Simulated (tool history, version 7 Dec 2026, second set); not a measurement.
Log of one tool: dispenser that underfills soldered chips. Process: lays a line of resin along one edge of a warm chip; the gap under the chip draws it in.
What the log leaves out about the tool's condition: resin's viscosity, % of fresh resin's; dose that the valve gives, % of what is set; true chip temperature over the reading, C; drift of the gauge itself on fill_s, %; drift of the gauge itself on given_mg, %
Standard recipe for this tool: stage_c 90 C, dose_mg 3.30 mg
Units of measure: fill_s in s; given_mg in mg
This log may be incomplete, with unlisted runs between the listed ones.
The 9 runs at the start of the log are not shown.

run,day,stage_c,dose_mg,hours of work since the syringe was changed,hours of work since the valve was cleaned,hours of work since the stage was calibrated,fill_s,given_mg
# day 2.908: new syringe of resin
# day 3.296: new syringe of resin
10,3.321,81,3.30,0,11,320,24.4,3.286
11,3.592,81,3.30,6,16,325,34.0,3.271
# day 3.708: new syringe of resin
# day 4.088: new syringe of resin
12,4.088,90,3.05,0,25,334,16.3,3.019
# day 4.488: new syringe of resin
13,4.525,90,3.30,1,33,342,17.2,3.254
# day 4.879: new syringe of resin
14,4.942,90,3.59,1,41,350,17.4,3.523
# day 5.254: new syringe of resin
15,5.283,87,3.30,1,47,356,18.8,3.212
# day 5.629: new syringe of resin
16,5.767,82,3.30,3,56,365,26.7,3.201
17,5.983,90,3.30,7,60,369,25.6,3.209
# day 6.021: new syringe of resin
# day 6.408: new syringe of resin
18,6.492,90,3.30,2,69,378,17.6,3.177
# day 6.792: new syringe of resin
19,6.858,97,2.94,1,76,385,13.5,2.814
# day 7.171: new syringe of resin
20,7.375,90,3.56,4,86,395,20.3,3.394
# day 7.492: dispensing valve cleaned and set on the balance
# day 7.588: new syringe of resin
21,7.800,81,3.68,4,6,402,30.2,3.667
# day 7.983: new syringe of resin
22,8.338,81,3.68,7,16,412,34.4,3.639
# day 8.371: new syringe of resin
# day 8.758: new syringe of resin
23,8.796,77,3.30,1,24,420,28.1,3.272
24,9.104,93,3.75,7,30,426,21.7,3.698
# day 9.150: new syringe of resin
25,9.446,79,3.46,6,36,432,36.5,3.398
# day 9.546: new syringe of resin
# day 9.929: new syringe of resin
26,9.988,90,2.99,1,46,442,17.1,2.914
# day 10.312: new syringe of resin
27,10.417,104,3.30,2,54,450,10.7,3.206
# day 10.683: new syringe of resin
28,10.946,79,3.51,5,63,459,34.9,3.393
# day 11.083: new syringe of resin
29,11.200,79,3.51,2,68,464,28.8,3.389
# day 11.462: new syringe of resin
30,11.562,79,3.51,2,75,471,28.0,3.392
# day 11.850: new syringe of resin
31,11.904,81,4.11,1,81,477,24.7,3.936
# day 12.246: new syringe of resin
# day 12.288: dispensing valve cleaned and set on the balance
32,12.388,81,4.11,2,2,485,26.2,4.118
# day 12.671: new syringe of resin
33,12.733,93,2.82,1,8,491,15.3,2.797
# day 13.046: new syringe of resin
34,13.142,93,2.82,2,16,499,16.1,2.805

Branching from run 34: 4 alternative next runs. What would each branch give?
# day 13.438: new syringe of resin
A,13.562,98,3.81,2,23,506,?,?
# day 13.438: new syringe of resin
B,13.562,92,3.30,2,23,506,?,?
# day 13.438: new syringe of resin
C,13.562,85,4.19,2,23,506,?,?
# day 13.438: new syringe of resin
D,13.562,80,4.22,2,23,506,?,?

run,fill_s,given_mg
A,13.6,3.774
B,17.2,3.272
C,22.3,4.149
D,26.7,4.169
Had the tool no hidden state, the same runs would have come out as:
run,fill_s,given_mg
A,12.7,3.811
B,16.1,3.304
C,20.9,4.190
D,25.1,4.209
